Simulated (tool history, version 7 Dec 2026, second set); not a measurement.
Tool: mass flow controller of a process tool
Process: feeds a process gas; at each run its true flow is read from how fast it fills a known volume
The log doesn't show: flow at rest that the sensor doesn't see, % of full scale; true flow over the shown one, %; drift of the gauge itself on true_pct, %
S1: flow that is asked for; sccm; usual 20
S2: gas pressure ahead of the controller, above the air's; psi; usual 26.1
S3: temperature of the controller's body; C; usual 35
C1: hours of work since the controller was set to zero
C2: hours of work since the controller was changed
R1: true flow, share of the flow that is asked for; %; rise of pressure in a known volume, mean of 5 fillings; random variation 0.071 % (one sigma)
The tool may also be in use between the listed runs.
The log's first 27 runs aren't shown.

run	hour	S1	S2	S3	C1	C2	R1
28	2176.3	14	32.3	24	138	2486	99.19
# hour 2235.7: controller's zero set anew, once more
29	2254.1	7	23.4	32	7	2516	100.13
30	2358.6	9	30.9	27	48	2557	100.23
31	2421.0	11	20.7	32	72	2581	100.26
32	2531.1	11	20.7	32	115	2624	100.39
33	2646.7	11	20.7	32	160	2669	100.40
34	2755.5	11	26.1	31	203	2712	100.38
35	2816.6	11	33.9	32	226	2735	100.56
36	2878.7	10	36.7	22	251	2760	100.24
37	2929.1	10	26.1	27	270	2779	100.07
38	2977.4	23	39.5	35	289	2798	101.29
39	3079.9	37	26.1	35	329	2838	101.42
40	3141.6	6	29.3	35	353	2862	100.14
41	3241.2	20	26.1	22	392	2901	100.57
42	3316.1	20	26.1	33	421	2930	100.93
43	3396.6	9	28.7	30	453	2962	100.26
44	3452.2	9	21.6	35	474	2983	100.49
45	3503.9	9	21.6	35	494	3003	100.24
46	3582.7	9	21.6	35	525	3034	100.36
47	3696.5	17	31.6	35	570	3078	101.02

Forecast each of these 4 alternatives for the next run:
A	3766.9	23	26.1	33	597	3106	?
B	3766.9	28	21.0	33	597	3106	?
C	3766.9	19	29.0	35	597	3106	?
D	3766.9	17	31.6	33	597	3106	?

run	R1
A	101.08
B	101.18
C	101.10
D	100.89
Without the tool's hidden state the same runs would have given:
run	R1
A	99.49
B	99.54
C	99.56
D	99.38
